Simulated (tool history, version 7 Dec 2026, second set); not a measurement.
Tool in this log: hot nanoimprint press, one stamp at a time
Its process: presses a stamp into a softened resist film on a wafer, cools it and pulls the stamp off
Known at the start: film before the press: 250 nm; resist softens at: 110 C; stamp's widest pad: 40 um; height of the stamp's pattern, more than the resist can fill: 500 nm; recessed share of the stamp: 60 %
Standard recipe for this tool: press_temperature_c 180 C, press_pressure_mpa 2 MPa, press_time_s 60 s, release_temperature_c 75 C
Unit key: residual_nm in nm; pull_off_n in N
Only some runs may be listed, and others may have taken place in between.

run,hour,press_temperature_c,press_pressure_mpa,press_time_s,release_temperature_c,residual_nm,pull_off_n
1,0,180,2,60,75,93.4,110
2,35.7,180,2,60,75,94,113
3,79.3,180,2,60,75,92.7,112
4,134.2,180,2,60,75,93.2,110
# hour 145.4: press's hydraulic seals changed and the load cell set to zero
# hour 184.9: stamp cleaned and given a new release coat
5,218.3,180,2,60,75,93.3,115
6,257.7,180,2,60,75,92.7,110
7,295.9,187,2,60,75,73.7,107
8,354.6,187,2,60,75,73.3,110
9,387.6,187,2,60,75,72.2,112
10,419.5,180,2,60,61,93.4,121
11,478.8,180,2,60,61,92.6,123
# hour 517: stamp cleaned and given a new release coat
12,529.1,180,2,60,75,90.8,108
13,576.4,180,2,60,75,93.1,110
14,642.6,180,2,60,75,91.5,111
15,705.1,180,2,60,75,92,111
16,750.7,180,2,60,75,92.1,110
17,824.7,180,2.35,50,75,89.4,107
# hour 845.7: stamp cleaned and given a new release coat
# hour 858.2: plate thermocouple calibrated
18,895.1,183,1.66,60,75,93.9,109
19,956.4,183,1.66,43,75,104.5,111
20,1018.3,180,2,60,64,93.2,117
21,1084.2,189,2.8,40,81,63.9,106
22,1152.5,175,1.66,60,75,123.9,116
# hour 1177.7: stamp cleaned and given a new release coat
23,1201.1,191,1.7,60,67,70.9,120
24,1269.1,180,2,60,70,91.7,115
25,1334.2,184,1.97,60,75,81.6,113
26,1366.7,184,1.97,60,75,81,109
27,1421.7,184,1.97,60,75,82.6,110
28,1487.3,187,2.83,60,62,59.8,125
# hour 1505.9: stamp cleaned and given a new release coat
# hour 1535.1: press's hydraulic seals changed and the load cell set to zero
29,1558.7,180,2,60,82,91.4,105

Alternative continuations, all from the tool just after run 29; predict every row:
A,1627.4,172,1.5,34,75,?,?
B,1627.4,180,2,60,75,?,?
C,1627.4,185,2,102,82,?,?
D,1627.4,182,2.88,114,75,?,?
E,1627.4,176,1.83,60,68,?,?

run,residual_nm,pull_off_n
A,164.7,107
B,92,106
C,64.3,106
D,55,110
E,112.1,112
Without the tool's unlogged condition, the same runs would have read:
run,residual_nm,pull_off_n
A,164.9,106
B,92.1,106
C,64.5,105
D,55.1,110
E,112.3,112
